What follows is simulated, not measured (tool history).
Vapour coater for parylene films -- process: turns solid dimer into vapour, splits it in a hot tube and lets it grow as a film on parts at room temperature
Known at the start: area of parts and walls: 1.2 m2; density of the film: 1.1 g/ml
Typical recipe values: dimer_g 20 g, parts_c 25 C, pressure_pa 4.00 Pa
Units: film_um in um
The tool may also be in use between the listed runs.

run	hour	dimer_g	parts_c	pressure_pa	film_um
1	0.0	20	25	4.00	9.79
2	11.0	29	25	4.00	13.99
3	19.4	29	25	4.00	14.01
4	31.4	29	25	4.00	13.82
5	48.1	20	25	4.00	9.45
6	61.8	31	25	4.00	14.78
7	76.2	20	34	4.00	8.84
8	91.9	20	34	4.00	8.87
9	102.9	20	25	3.75	10.85
10	112.8	20	25	3.75	10.84
11	121.1	20	25	3.75	11.02
12	130.7	20	25	3.75	10.85
13	142.8	20	25	3.75	10.78
14	159.2	20	25	4.00	10.70
15	173.2	20	19	4.00	12.48
16	183.6	20	25	4.00	10.73
17	195.4	20	26	4.00	10.44
18	204.8	20	26	4.00	10.43
19	215.4	20	26	4.00	10.54
20	225.7	20	26	4.00	10.39
21	235.5	20	26	4.00	10.47
22	245.3	20	26	4.00	10.36
23	261.3	20	26	7.59	9.91
24	278.7	20	26	5.23	10.25
25	292.8	11	29	3.32	5.32
26	306.0	11	29	3.32	5.34
27	313.9	11	29	3.32	5.22
28	330.8	20	25	8.85	9.86
29	346.1	20	23	10.95	10.25
30	361.2	17	35	10.95	6.62
31	378.6	17	35	10.95	6.55
32	391.1	17	35	10.95	6.48
33	405.8	9	21	3.74	5.13
34	423.8	31	25	4.00	15.75
35	437.6	20	27	9.68	9.21
36	455.6	20	27	9.68	9.20
37	463.7	18	25	4.00	9.04
38	472.9	21	26	4.00	10.38
39	482.5	21	26	4.00	10.30
40	491.2	21	34	6.54	8.25
41	505.8	27	30	3.37	12.22
42	521.3	20	19	4.47	11.44
43	537.2	17	26	4.65	8.12

Taken out of this log: 3 entries between the listed runs. Where each belongs, and how the hidden state differs across it:
Between runs 6 and 7: trap's valve overhauled (hour 69.8)
  vapour lost through the trap's worn valve, %: 13.4 -> 0.3; true temperature of the parts over the reading, C: -0.04 -> -0.03
  measured minus no-state result, film_um: -2.26 -> -0.02 um
Between runs 30 and 31: table's thermometer calibrated (hour 363.9)
  vapour lost through the trap's worn valve, %: 6.1 -> 6.4; true temperature of the parts over the reading, C: 0.1 -> 0.12
  measured minus no-state result, film_um: -0.44 -> -0.46 um
Between runs 35 and 36: table's thermometer calibrated, once more (hour 453.0)
  vapour lost through the trap's worn valve, %: 7.6 -> 7.9; true temperature of the parts over the reading, C: 0.14 -> 0.11
  measured minus no-state result, film_um: -0.79 -> -0.82 um
